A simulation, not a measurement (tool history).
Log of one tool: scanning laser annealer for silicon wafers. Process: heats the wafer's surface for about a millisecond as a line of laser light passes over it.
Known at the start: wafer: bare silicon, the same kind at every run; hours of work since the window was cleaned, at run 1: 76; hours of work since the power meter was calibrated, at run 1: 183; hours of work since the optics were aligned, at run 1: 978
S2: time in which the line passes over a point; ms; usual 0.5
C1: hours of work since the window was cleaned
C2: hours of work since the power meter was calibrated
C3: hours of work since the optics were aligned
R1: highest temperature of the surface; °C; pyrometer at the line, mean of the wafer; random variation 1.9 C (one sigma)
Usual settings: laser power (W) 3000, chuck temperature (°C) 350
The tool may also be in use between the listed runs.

{"run": 1, "hour": 0.0, "laser power (W)": 3000, "S2": 0.5, "chuck temperature (°C)": 350, "C1": 76, "C2": 183, "C3": 978, "R1": 1134}
{"run": 2, "hour": 10.8, "laser power (W)": 3000, "S2": 0.5, "chuck temperature (°C)": 350, "C1": 83, "C2": 190, "C3": 985, "R1": 1135}
{"run": 3, "hour": 21.7, "laser power (W)": 3000, "S2": 0.5, "chuck temperature (°C)": 350, "C1": 90, "C2": 197, "C3": 992, "R1": 1133}
{"run": 4, "hour": 28.0, "laser power (W)": 2949, "S2": 0.5, "chuck temperature (°C)": 350, "C1": 94, "C2": 201, "C3": 996, "R1": 1118}
{"run": 5, "hour": 37.2, "laser power (W)": 2949, "S2": 0.5, "chuck temperature (°C)": 350, "C1": 99, "C2": 207, "C3": 1002, "R1": 1115}
{"run": 6, "hour": 42.2, "laser power (W)": 2949, "S2": 0.5, "chuck temperature (°C)": 350, "C1": 103, "C2": 210, "C3": 1005, "R1": 1118}
{"run": 7, "hour": 52.9, "laser power (W)": 3000, "S2": 0.532, "chuck temperature (°C)": 350, "C1": 110, "C2": 217, "C3": 1012, "R1": 1160}
{"run": 8, "hour": 58.3, "laser power (W)": 3000, "S2": 0.532, "chuck temperature (°C)": 350, "C1": 113, "C2": 220, "C3": 1016, "R1": 1160}
{"run": 9, "hour": 67.1, "laser power (W)": 3000, "S2": 0.5, "chuck temperature (°C)": 350, "C1": 119, "C2": 226, "C3": 1021, "R1": 1131}
{"run": 10, "hour": 75.9, "laser power (W)": 3000, "S2": 0.5, "chuck temperature (°C)": 350, "C1": 124, "C2": 232, "C3": 1027, "R1": 1128}
{"run": 11, "hour": 87.1, "laser power (W)": 3000, "S2": 0.5, "chuck temperature (°C)": 350, "C1": 131, "C2": 239, "C3": 1034, "R1": 1123}
{"run": 12, "hour": 94.8, "laser power (W)": 3000, "S2": 0.5, "chuck temperature (°C)": 350, "C1": 136, "C2": 244, "C3": 1039, "R1": 1129}
{"run": 13, "hour": 104.3, "laser power (W)": 3000, "S2": 0.5, "chuck temperature (°C)": 350, "C1": 142, "C2": 250, "C3": 1045, "R1": 1129}
{"run": 14, "hour": 111.3, "laser power (W)": 3000, "S2": 0.5, "chuck temperature (°C)": 350, "C1": 147, "C2": 254, "C3": 1050, "R1": 1130}
{"run": 15, "hour": 121.8, "laser power (W)": 3000, "S2": 0.5, "chuck temperature (°C)": 350, "C1": 154, "C2": 261, "C3": 1056, "R1": 1128}
{"run": 16, "hour": 130.4, "laser power (W)": 3000, "S2": 0.5, "chuck temperature (°C)": 350, "C1": 159, "C2": 267, "C3": 1062, "R1": 1126}
{"run": 17, "hour": 136.2, "laser power (W)": 2552, "S2": 0.5, "chuck temperature (°C)": 336, "C1": 163, "C2": 270, "C3": 1066, "R1": 1000}
{"run": 18, "hour": 141.9, "laser power (W)": 2663, "S2": 0.581, "chuck temperature (°C)": 341, "C1": 167, "C2": 274, "C3": 1069, "R1": 1098}
{"hour": 147.7, "done": "optics aligned, line set to its width"}
{"run": 19, "hour": 152.0, "laser power (W)": 2663, "S2": 0.581, "chuck temperature (°C)": 341, "C1": 170, "C2": 277, "C3": 3, "R1": 1095}
{"run": 20, "hour": 157.6, "laser power (W)": 2715, "S2": 0.5, "chuck temperature (°C)": 350, "C1": 173, "C2": 281, "C3": 6, "R1": 1050}
{"run": 21, "hour": 165.9, "laser power (W)": 2715, "S2": 0.5, "chuck temperature (°C)": 350, "C1": 179, "C2": 286, "C3": 12, "R1": 1050}
{"run": 22, "hour": 176.0, "laser power (W)": 2715, "S2": 0.5, "chuck temperature (°C)": 350, "C1": 185, "C2": 293, "C3": 18, "R1": 1047}
{"run": 23, "hour": 186.6, "laser power (W)": 2957, "S2": 0.5, "chuck temperature (°C)": 334, "C1": 192, "C2": 299, "C3": 25, "R1": 1095}
{"run": 24, "hour": 196.7, "laser power (W)": 3028, "S2": 0.5, "chuck temperature (°C)": 350, "C1": 199, "C2": 306, "C3": 31, "R1": 1130}
{"hour": 209.0, "done": "optics aligned, line set to its width, once more"}
{"run": 25, "hour": 212.9, "laser power (W)": 3028, "S2": 0.617, "chuck temperature (°C)": 350, "C1": 206, "C2": 313, "C3": 2, "R1": 1247}
{"run": 26, "hour": 224.8, "laser power (W)": 2619, "S2": 0.468, "chuck temperature (°C)": 340, "C1": 213, "C2": 321, "C3": 10, "R1": 1005}
{"run": 27, "hour": 234.5, "laser power (W)": 2619, "S2": 0.468, "chuck temperature (°C)": 340, "C1": 220, "C2": 327, "C3": 16, "R1": 1001}
{"run": 28, "hour": 244.3, "laser power (W)": 2619, "S2": 0.468, "chuck temperature (°C)": 340, "C1": 226, "C2": 333, "C3": 23, "R1": 1002}
{"run": 29, "hour": 254.8, "laser power (W)": 2619, "S2": 0.468, "chuck temperature (°C)": 340, "C1": 233, "C2": 340, "C3": 29, "R1": 998}
{"run": 30, "hour": 265.5, "laser power (W)": 2619, "S2": 0.468, "chuck temperature (°C)": 340, "C1": 239, "C2": 347, "C3": 36, "R1": 997}
{"run": 31, "hour": 276.7, "laser power (W)": 2907, "S2": 0.581, "chuck temperature (°C)": 387, "C1": 247, "C2": 354, "C3": 43, "R1": 1221}

How the hidden state differs across the entries between the runs, from the last listed run before each to the first after it:
Between runs 18 and 19: optics aligned, line set to its width (hour 147.7)
  light that passes the window, % of a clean one's: 98.9 -> 98.89; width of the line over the set one, %: 4.35 -> 5.63
  measured less the result without the state, R1: -23 -> -27 °C
Between runs 24 and 25: optics aligned, line set to its width, once more (hour 209)
  light that passes the window, % of a clean one's: 98.71 -> 98.67; laser's true power over the reading, %: -0.41 -> -0.42; width of the line over the set one, %: 5.74 -> 0.39
  measured less the result without the state, R1: -30 -> -17 °C
